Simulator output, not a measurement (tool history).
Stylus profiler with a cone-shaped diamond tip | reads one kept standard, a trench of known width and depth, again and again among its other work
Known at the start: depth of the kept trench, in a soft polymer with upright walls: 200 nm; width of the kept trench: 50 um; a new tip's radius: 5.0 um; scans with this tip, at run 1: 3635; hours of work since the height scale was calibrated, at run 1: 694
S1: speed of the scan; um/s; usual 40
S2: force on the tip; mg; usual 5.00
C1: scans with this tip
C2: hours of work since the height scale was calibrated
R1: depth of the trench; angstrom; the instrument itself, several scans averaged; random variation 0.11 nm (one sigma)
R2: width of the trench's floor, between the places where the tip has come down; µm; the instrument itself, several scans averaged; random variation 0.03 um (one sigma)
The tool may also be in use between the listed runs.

run 1 hour=0.0 | S1=40 S2=5.00 | C1=3635 C2=694 | R1=2015.3 R2=46.99
run 2 hour=21.7 | S1=40 S2=10.95 | C1=3713 C2=709 | R1=2033.2 R2=46.94
run 3 hour=70.2 | S1=40 S2=10.95 | C1=3888 C2=743 | R1=2029.4 R2=46.94
run 4 hour=116.4 | S1=40 S2=5.00 | C1=4054 C2=775 | R1=2016.0 R2=46.92
run 5 hour=150.3 | S1=40 S2=2.32 | C1=4177 C2=798 | R1=2006.7 R2=46.89
run 6 hour=176.4 | S1=40 S2=5.00 | C1=4271 C2=816 | R1=2017.3 R2=46.86
run 7 hour=202.6 | S1=40 S2=10.03 | C1=4365 C2=834 | R1=2031.4 R2=46.96
run 8 hour=233.1 | S1=40 S2=10.03 | C1=4475 C2=855 | R1=2028.8 R2=46.91
run 9 hour=281.6 | S1=40 S2=10.03 | C1=4650 C2=888 | R1=2029.0 R2=46.94
run 10 hour=302.5 | S1=53 S2=13.52 | C1=4725 C2=903 | R1=2038.0 R2=46.92
run 11 hour=337.4 | S1=53 S2=13.52 | C1=4851 C2=927 | R1=2034.7 R2=46.89
run 12 hour=366.3 | S1=83 S2=2.36 | C1=4955 C2=947 | R1=2003.4 R2=46.72
run 13 hour=386.0 | S1=154 S2=8.42 | C1=5026 C2=960 | R1=2025.5 R2=46.66
run 14 hour=423.1 | S1=154 S2=8.42 | C1=5160 C2=986 | R1=2022.9 R2=46.71
run 15 hour=454.9 | S1=154 S2=8.42 | C1=5275 C2=1008 | R1=2022.4 R2=46.71
run 16 hour=496.2 | S1=15 S2=11.61 | C1=5424 C2=1036 | R1=2031.1 R2=46.91
run 17 hour=536.3 | S1=15 S2=11.61 | C1=5568 C2=1064 | R1=2031.6 R2=46.92
run 18 hour=582.4 | S1=15 S2=11.61 | C1=5735 C2=1096 | R1=2032.8 R2=46.92

Forecast each of these 4 alternatives for the next run:
run A hour=611.8 | S1=22 S2=10.57 | C1=5841 C2=1116 | R1=? R2=?
run B hour=611.8 | S1=40 S2=4.74 | C1=5841 C2=1116 | R1=? R2=?
run C hour=611.8 | S1=44 S2=7.51 | C1=5841 C2=1116 | R1=? R2=?
run D hour=611.8 | S1=26 S2=12.78 | C1=5841 C2=1116 | R1=? R2=?

run=A R1=2028.9 R2=46.89
run=B R1=2013.9 R2=46.82
run=C R1=2018.8 R2=46.83
run=D R1=2034.1 R2=46.92
Without the tool's hidden state the same runs would have given:
run=A R1=2040.6 R2=47.17
run=B R1=2025.5 R2=47.10
run=C R1=2030.4 R2=47.11
run=D R1=2045.8 R2=47.20
